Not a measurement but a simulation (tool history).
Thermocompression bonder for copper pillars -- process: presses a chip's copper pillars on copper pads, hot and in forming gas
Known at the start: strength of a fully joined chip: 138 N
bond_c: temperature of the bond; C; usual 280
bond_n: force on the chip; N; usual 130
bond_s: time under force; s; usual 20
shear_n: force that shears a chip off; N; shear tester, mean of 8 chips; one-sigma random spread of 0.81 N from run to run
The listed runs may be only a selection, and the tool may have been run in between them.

run,day,bond_c,bond_n,bond_s,shear_n
1,0.000,280,130,20,64.0
2,1.954,280,130,20,62.5
3,6.071,280,130,20,62.3
4,8.317,280,130,20,62.7
5,10.704,280,130,20,63.3
6,14.067,280,130,20,64.2
# day 14.479: forming gas filter changed
7,17.517,280,130,20,62.8
8,19.683,280,130,20,62.9
9,22.688,280,130,54,85.2
10,26.767,280,130,20,61.7
11,29.838,280,130,19,61.5
# day 30.679: forming gas filter changed
12,32.583,280,130,19,61.6
13,35.546,280,90,19,43.9
14,37.346,280,90,19,42.6
# day 38.150: heater calibrated with a thermocouple chip
15,39.246,305,164,22,96.0
16,43.100,281,164,22,78.8
17,45.529,281,164,22,80.0
# day 47.117: forming gas filter changed
18,47.296,279,80,35,49.3
19,49.092,309,93,58,90.0
20,53.275,252,109,31,46.8
21,55.821,255,110,20,39.3
22,58.579,255,110,20,39.8
23,62.467,268,88,47,52.8
# day 63.358: forming gas filter changed
24,64.292,268,88,47,52.5

5 options for the next run, each taken on its own from the tool as it stands now. Forecast them:
A,66.267,280,130,11,?
B,66.267,300,130,26,?
C,66.267,280,85,41,?
D,66.267,261,157,16,?
E,66.267,253,130,23,?

run,shear_n
A,50.3
B,83.7
C,56.4
D,55.6
E,48.3
Without the tool's unlogged condition, the same runs would have read:
run,shear_n
A,50.3
B,83.8
C,56.4
D,55.7
E,48.3
